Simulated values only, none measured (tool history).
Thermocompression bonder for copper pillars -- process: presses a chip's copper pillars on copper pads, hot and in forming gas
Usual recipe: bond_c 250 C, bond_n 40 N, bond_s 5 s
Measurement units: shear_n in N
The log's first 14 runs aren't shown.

| run | hour | bond_c | bond_n | bond_s | hours of work since the heater was calibrated | hours of work since the force cell was calibrated | hours of work since the gas filter was changed | shear_n |
|---|---|---|---|---|---|---|---|---|
|  | 384.9 | heater calibrated with a thermocouple chip |
| 15 | 386.8 | 220 | 40 | 5 | 1 | 25 | 116 | 42.3 |
| 16 | 410.2 | 220 | 40 | 5 | 16 | 40 | 131 | 41.6 |
| 17 | 426.5 | 220 | 40 | 5 | 27 | 51 | 141 | 42.8 |
| 18 | 448.8 | 220 | 40 | 5 | 41 | 65 | 156 | 42.7 |
| 19 | 477 | 220 | 40 | 5 | 59 | 83 | 174 | 41.3 |
|  | 503.5 | forming gas filter changed |
| 20 | 507.3 | 220 | 40 | 5 | 79 | 102 | 2 | 43.4 |
| 21 | 530.3 | 220 | 40 | 5 | 93 | 117 | 17 | 44.1 |
| 22 | 563.2 | 279 | 39 | 9 | 115 | 138 | 39 | 108.6 |
| 23 | 592.7 | 279 | 39 | 9 | 134 | 157 | 58 | 105.9 |
| 24 | 623.2 | 279 | 40 | 5 | 153 | 177 | 77 | 91.1 |
| 25 | 650.8 | 235 | 44 | 9 | 171 | 195 | 95 | 71.5 |
| 26 | 685.9 | 235 | 57 | 15 | 194 | 218 | 118 | 91.4 |
| 27 | 723 | 254 | 58 | 3 | 218 | 241 | 142 | 70 |
| 28 | 748.6 | 254 | 58 | 3 | 234 | 258 | 158 | 70.4 |
| 29 | 770.8 | 238 | 55 | 5 | 248 | 272 | 172 | 65.6 |
|  | 799.8 | forming gas filter changed |
| 30 | 808.4 | 234 | 42 | 6 | 272 | 296 | 6 | 61.3 |
| 31 | 845.9 | 242 | 29 | 12 | 297 | 320 | 30 | 73 |
| 32 | 875.6 | 250 | 32 | 11 | 316 | 339 | 49 | 81.1 |
| 33 | 894.2 | 250 | 32 | 11 | 328 | 351 | 61 | 80.5 |
| 34 | 924.5 | 266 | 40 | 5 | 347 | 371 | 80 | 83 |
| 35 | 961.5 | 266 | 40 | 5 | 371 | 395 | 104 | 82.7 |
| 36 | 998.1 | 266 | 40 | 5 | 395 | 418 | 128 | 83.8 |
| 37 | 1015.5 | 266 | 40 | 5 | 406 | 430 | 139 | 80.9 |
| 38 | 1043.4 | 221 | 26 | 5 | 424 | 448 | 157 | 34.4 |
| 39 | 1073 | 247 | 42 | 4 | 443 | 467 | 176 | 61.7 |

Forecast each of these 5 alternatives for the next run:
| A | 1091.7 | 225 | 40 | 5 | 455 | 479 | 188 | ? |
| B | 1091.7 | 225 | 25 | 5 | 455 | 479 | 188 | ? |
| C | 1091.7 | 247 | 42 | 11 | 455 | 479 | 188 | ? |
| D | 1091.7 | 250 | 40 | 7 | 455 | 479 | 188 | ? |
| E | 1091.7 | 263 | 42 | 4 | 455 | 479 | 188 | ? |

| run | shear_n |
|---|---|
| A | 46.8 |
| B | 35.5 |
| C | 85.3 |
| D | 73.9 |
| E | 74 |
Without the tool's hidden state the same runs would have given:
| run | shear_n |
|---|---|
| A | 47.5 |
| B | 36 |
| C | 87.8 |
| D | 75.9 |
| E | 76.2 |
